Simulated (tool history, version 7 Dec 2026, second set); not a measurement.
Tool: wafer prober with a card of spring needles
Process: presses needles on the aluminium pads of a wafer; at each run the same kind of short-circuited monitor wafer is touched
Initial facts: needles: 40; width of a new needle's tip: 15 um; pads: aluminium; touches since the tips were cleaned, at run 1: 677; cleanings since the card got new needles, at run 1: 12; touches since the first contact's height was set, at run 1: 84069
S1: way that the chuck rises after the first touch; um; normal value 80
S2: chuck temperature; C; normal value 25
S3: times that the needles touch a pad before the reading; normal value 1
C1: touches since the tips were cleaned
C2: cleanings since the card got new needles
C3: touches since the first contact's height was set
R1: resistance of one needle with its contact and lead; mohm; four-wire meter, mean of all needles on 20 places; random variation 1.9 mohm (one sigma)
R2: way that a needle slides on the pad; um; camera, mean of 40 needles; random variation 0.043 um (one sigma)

run     day  S1   S2  S3    C1  C2      C3   R1     R2
  1   0.000  80   25   1   677  12   84069  231  14.26
  2   0.533  80   25   1  4722  12   88114  300  14.10
      0.729  -- tips cleaned on abrasive film
  3   1.017  80   25   1  2173  13   91731  264  14.11
      1.562  -- tips cleaned on abrasive film
  4   1.721  80   25   1  1192  14   97017  240  14.15
  5   2.262  80   25   1  5272  14  101097  303  14.16
      2.421  -- tips cleaned on abrasive film
  6   2.662  80   25   1  1850  15  104110  259  14.11
  7   3.138  80   25   1  5441  15  107701  308  14.12
      3.254  -- tips cleaned on abrasive film
  8   3.508  80   25   1  1933  16  110463  267  14.07
      4.117  -- tips cleaned on abrasive film
  9   4.138  80   25   2   147  17  115166  217  14.14
 10   4.762  80   25   2  4894  17  119913  264  14.12
      4.971  -- tips cleaned on abrasive film
 11   5.283  80   25   2  2345  18  123797  240  14.01
 12   5.754  80   28   1  5926  18  127378  311  14.09
      5.796  -- tips cleaned on abrasive film
 13   6.154  80   28   1  2715  19  130370  271  14.16
      6.612  -- tips cleaned on abrasive film
 14   6.767  80   25   1  1158  20  134947  247  14.10
 15   7.358  80   25   2  5631  20  139420  268  14.04
      7.425  -- tips cleaned on abrasive film
 16   8.067  80   25   2  4859  21  144763  263  14.09
      8.250  -- tips cleaned on abrasive film
 17   8.392  80   25   2  1079  22  147183  228  14.03
 18   8.883  80   25   2  4776  22  150880  262  14.05
      9.112  -- tips cleaned on abrasive film
 19   9.596  87   97   3  3652  23  156243  247  15.25
      9.958  -- tips cleaned on abrasive film
 20  10.050  85   67   3   683  24  159635  222  14.92
 21  10.512  80   38   1  4184  24  163136  298  13.95
     10.775  -- tips cleaned on abrasive film
 22  11.008  80   89   1  1776  25  166855  272  14.03
 23  11.558  95   25   1  5927  25  171006  278  16.66
     11.621  -- tips cleaned on abrasive film
 24  11.921  60   25   3  2261  26  173710  251  10.42
     12.438  -- tips cleaned on abrasive film
 25  12.458  83   28   2   171  27  177746  214  14.52
 26  12.854  83   27   1  3175  27  180750  281  14.51
 27  13.162  90  122   1  5489  27  183064  302  15.71
     13.279  -- tips cleaned on abrasive film
 28  13.704  80   25   1  3230  28  187141  289  14.00
     14.092  -- tips cleaned on abrasive film
 29  14.362  77   46   2  2033  29  192064  245  13.37
 30  14.775  75   26   2  5173  29  195204  274  13.06
     14.917  -- tips cleaned on abrasive film
 31  15.092  61   26   1  1318  30  197553  294  10.57
 32  15.571  85   26   1  4926  30  201161  295  14.78
     15.733  -- tips cleaned on abrasive film
     16.217  -- height of the first contact set anew
 33  16.292  96  122   1  4110  31     574  276  17.25

Some steps in R1 between neighbouring runs. How much of each would the tool show without its hidden state too (settings, what came in, random variation), and how much is left for the hidden state, with any gauge scatter that isn't in both results?
The hidden state here: debris on the tips, nm; way that the needles fall short of the set height, um; tips' diameter, um; drift of the gauge itself on contact_mohm, %; drift of the gauge itself on scrub_um, %.
Run 1 -> 2: settings left as they were, no log entry in between. R1 +69 mohm: hidden state +67, all else +2.
Run 11 -> 12: S2 25 -> 28, S3 2 -> 1. R1 +71 mohm: hidden state +71, all else +0.
Run 20 -> 21: S1 85 -> 80, S2 67 -> 38, S3 3 -> 1. R1 +76 mohm: hidden state +82, all else -6.
